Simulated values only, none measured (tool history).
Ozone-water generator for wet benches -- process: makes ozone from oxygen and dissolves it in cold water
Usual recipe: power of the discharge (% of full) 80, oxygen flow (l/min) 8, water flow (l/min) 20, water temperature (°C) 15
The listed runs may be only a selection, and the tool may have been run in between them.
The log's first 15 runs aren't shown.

run   hour  power of the discharge (% of full)  oxygen flow (l/min)  water flow (l/min)  water temperature (°C)  dissolved ozone (ppm)  ozone in the gas ahead of the water (g/m3)
 16  345.1                                  80                    8                  20                      14                   44.1                                       288.6
 17  361.1                                  80                    8                  20                      14                     44                                       289.9
 18    385                                  64                 7.77                  13                       9                   53.1                                       241.8
 19  410.1                                  64                 7.77                  13                       9                   52.5                                       241.4
 20  437.6                                  64                 7.77                  13                       9                     52                                       239.9
 21  462.8                                  64                 7.77                  13                       9                     53                                       237.7
 22  494.2                                  76                 7.77                  27                      10                   34.7                                       277.4
 23    515                                  80                    8                  13                      14                   58.3                                       284.9
 24  530.1                                  80                    8                  13                      14                   58.5                                       287.9

For run 25, what comes out?
 25  560.9                                  70                 8.24                  14                       8                      ?                                           ?

Logged for run 25: dissolved ozone (ppm) 55.3, ozone in the gas ahead of the water (g/m3) 252.3.
With the hidden condition absent and the run-to-run variation left alone, this run would have shown dissolved ozone (ppm) 58.3, ozone in the gas ahead of the water (g/m3) 264.5.
